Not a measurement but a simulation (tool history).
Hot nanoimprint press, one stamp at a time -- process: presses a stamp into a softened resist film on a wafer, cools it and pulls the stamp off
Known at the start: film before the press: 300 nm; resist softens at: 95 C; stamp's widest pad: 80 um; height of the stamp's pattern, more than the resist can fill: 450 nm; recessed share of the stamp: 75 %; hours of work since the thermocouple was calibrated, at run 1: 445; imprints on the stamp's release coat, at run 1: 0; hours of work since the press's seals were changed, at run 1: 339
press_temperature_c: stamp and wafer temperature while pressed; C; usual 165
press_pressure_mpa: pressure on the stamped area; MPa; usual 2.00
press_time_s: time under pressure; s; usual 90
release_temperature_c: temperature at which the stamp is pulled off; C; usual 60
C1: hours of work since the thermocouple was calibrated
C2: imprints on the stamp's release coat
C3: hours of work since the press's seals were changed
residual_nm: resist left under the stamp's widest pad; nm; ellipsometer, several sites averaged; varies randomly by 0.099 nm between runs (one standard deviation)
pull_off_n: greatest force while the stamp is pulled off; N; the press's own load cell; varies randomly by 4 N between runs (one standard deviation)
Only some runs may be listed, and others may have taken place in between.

run 1 hour=0.0 | press_temperature_c=165 press_pressure_mpa=2.00 press_time_s=90 release_temperature_c=60 | C1=445 C2=0 C3=339 | residual_nm=135.37 pull_off_n=192
run 2 hour=30.1 | press_temperature_c=165 press_pressure_mpa=2.00 press_time_s=49 release_temperature_c=60 | C1=467 C2=141 C3=361 | residual_nm=167.18 pull_off_n=195
run 3 hour=51.5 | press_temperature_c=165 press_pressure_mpa=2.00 press_time_s=49 release_temperature_c=60 | C1=483 C2=241 C3=377 | residual_nm=167.11 pull_off_n=211
run 4 hour=65.8 | press_temperature_c=165 press_pressure_mpa=2.00 press_time_s=49 release_temperature_c=60 | C1=493 C2=308 C3=387 | residual_nm=167.04 pull_off_n=209
run 5 hour=90.4 | press_temperature_c=168 press_pressure_mpa=2.00 press_time_s=49 release_temperature_c=60 | C1=511 C2=423 C3=405 | residual_nm=155.14 pull_off_n=220
run 6 hour=118.2 | press_temperature_c=165 press_pressure_mpa=1.64 press_time_s=90 release_temperature_c=60 | C1=532 C2=553 C3=426 | residual_nm=148.07 pull_off_n=233
run 7 hour=136.0 | press_temperature_c=165 press_pressure_mpa=1.64 press_time_s=90 release_temperature_c=60 | C1=545 C2=636 C3=439 | residual_nm=147.65 pull_off_n=230
run 8 hour=164.7 | press_temperature_c=165 press_pressure_mpa=1.64 press_time_s=90 release_temperature_c=60 | C1=566 C2=771 C3=460 | residual_nm=147.62 pull_off_n=249
run 9 hour=188.6 | press_temperature_c=165 press_pressure_mpa=1.50 press_time_s=90 release_temperature_c=60 | C1=583 C2=883 C3=477 | residual_nm=153.54 pull_off_n=266
-- hour=203.8 plate thermocouple calibrated
run 10 hour=209.9 | press_temperature_c=165 press_pressure_mpa=1.50 press_time_s=90 release_temperature_c=60 | C1=4 C2=968 C3=491 | residual_nm=157.47 pull_off_n=275
run 11 hour=241.3 | press_temperature_c=165 press_pressure_mpa=1.50 press_time_s=90 release_temperature_c=60 | C1=28 C2=1115 C3=514 | residual_nm=157.70 pull_off_n=291
run 12 hour=275.0 | press_temperature_c=175 press_pressure_mpa=2.26 press_time_s=89 release_temperature_c=52 | C1=52 C2=1273 C3=539 | residual_nm=99.97 pull_off_n=369
run 13 hour=300.3 | press_temperature_c=175 press_pressure_mpa=2.26 press_time_s=89 release_temperature_c=52 | C1=71 C2=1392 C3=557 | residual_nm=100.08 pull_off_n=375
run 14 hour=315.7 | press_temperature_c=175 press_pressure_mpa=2.26 press_time_s=89 release_temperature_c=52 | C1=82 C2=1463 C3=569 | residual_nm=99.96 pull_off_n=375
-- hour=333.4 stamp cleaned and given a new release coat
run 15 hour=354.1 | press_temperature_c=169 press_pressure_mpa=2.27 press_time_s=90 release_temperature_c=60 | C1=106 C2=97 C3=593 | residual_nm=117.40 pull_off_n=203
run 16 hour=386.0 | press_temperature_c=169 press_pressure_mpa=2.27 press_time_s=90 release_temperature_c=60 | C1=130 C2=246 C3=616 | residual_nm=117.34 pull_off_n=219
run 17 hour=409.8 | press_temperature_c=165 press_pressure_mpa=2.00 press_time_s=99 release_temperature_c=54 | C1=147 C2=358 C3=633 | residual_nm=134.07 pull_off_n=256
run 18 hour=425.3 | press_temperature_c=165 press_pressure_mpa=2.00 press_time_s=90 release_temperature_c=62 | C1=158 C2=431 C3=645 | residual_nm=139.00 pull_off_n=215
run 19 hour=450.3 | press_temperature_c=165 press_pressure_mpa=1.93 press_time_s=90 release_temperature_c=62 | C1=177 C2=547 C3=663 | residual_nm=141.15 pull_off_n=230

What if the next run were any one of these 5? Each begins from the tool's condition after run 19:
-- hour=485.2 press's hydraulic seals changed and the load cell set to zero
run A hour=492.1 | press_temperature_c=165 press_pressure_mpa=2.75 press_time_s=90 release_temperature_c=62 | C1=202 C2=706 C3=5 | residual_nm=? pull_off_n=?
-- hour=485.2 press's hydraulic seals changed and the load cell set to zero
run B hour=492.1 | press_temperature_c=157 press_pressure_mpa=2.00 press_time_s=90 release_temperature_c=60 | C1=202 C2=706 C3=5 | residual_nm=? pull_off_n=?
-- hour=485.2 press's hydraulic seals changed and the load cell set to zero
run C hour=492.1 | press_temperature_c=165 press_pressure_mpa=1.93 press_time_s=82 release_temperature_c=55 | C1=202 C2=706 C3=5 | residual_nm=? pull_off_n=?
-- hour=485.2 press's hydraulic seals changed and the load cell set to zero
run D hour=492.1 | press_temperature_c=172 press_pressure_mpa=2.00 press_time_s=90 release_temperature_c=60 | C1=202 C2=706 C3=5 | residual_nm=? pull_off_n=?
-- hour=485.2 press's hydraulic seals changed and the load cell set to zero
run E hour=492.1 | press_temperature_c=164 press_pressure_mpa=1.77 press_time_s=90 release_temperature_c=58 | C1=202 C2=706 C3=5 | residual_nm=? pull_off_n=?

run=A residual_nm=116.00 pull_off_n=240
run=B residual_nm=169.29 pull_off_n=253
run=C residual_nm=142.37 pull_off_n=281
run=D residual_nm=111.45 pull_off_n=245
run=E residual_nm=147.30 pull_off_n=254
Without the tool's hidden state the same runs would have given:
run=A residual_nm=117.72 pull_off_n=188
run=B residual_nm=171.56 pull_off_n=199
run=C residual_nm=144.30 pull_off_n=221
run=D residual_nm=112.96 pull_off_n=192
run=E residual_nm=149.28 pull_off_n=199
